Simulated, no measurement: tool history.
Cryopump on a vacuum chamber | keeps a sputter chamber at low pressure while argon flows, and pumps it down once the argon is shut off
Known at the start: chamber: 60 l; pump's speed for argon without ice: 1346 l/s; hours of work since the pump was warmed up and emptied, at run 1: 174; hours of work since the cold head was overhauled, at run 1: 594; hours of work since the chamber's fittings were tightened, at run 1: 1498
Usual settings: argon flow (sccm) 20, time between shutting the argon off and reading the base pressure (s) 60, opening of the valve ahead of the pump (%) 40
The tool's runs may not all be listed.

run,hour,argon flow (sccm),time between shutting the argon off and reading the base pressure (s),opening of the valve ahead of the pump (%),hours of work since the pump was warmed up and emptied,hours of work since the cold head was overhauled,hours of work since the chamber's fittings were tightened,pressure while argon flows (Pa),pressure after the wait (uPa)
1,0,20,60,40,174,594,1498,0.0675,2.31
2,34.6,18,60,40,197,618,1522,0.0608,2.29
3,55.8,18,60,40,211,632,1536,0.0617,2.41
4,81.9,20,60,40,229,650,1554,0.0692,2.41
5,109.1,20,122,40,247,668,1572,0.0689,2.32
6,130.8,20,122,40,262,683,1587,0.0706,2.3
7,151.2,20,60,40,276,697,1601,0.0703,2.55
8,180.2,20,60,40,296,716,1620,0.0706,2.68
9,203.4,20,60,54,311,732,1636,0.0539,2.64
10,238.6,20,60,54,335,756,1660,0.0549,2.69
11,259,19,60,28,349,770,1674,0.0955,2.9
12,273.9,17,83,53,359,780,1684,0.0498,2.78
13,305.1,21,74,40,380,801,1705,0.0781,2.93
14,334.4,17,91,49,400,821,1725,0.0535,2.96
# hour 354.8: pump warmed up, emptied and cooled again
15,363.4,9,61,45,6,837,1741,0.0256,2.22

Run 16 comes next. What will it give?
16,390.4,9,61,45,24,855,1759,?,?

{"run 16": {"pressure while argon flows (Pa)": 0.0256, "pressure after the wait (uPa)": 2.26}}
Without the tool's hidden state the same run would have given pressure while argon flows (Pa) 0.0253, pressure after the wait (uPa) 0.65.
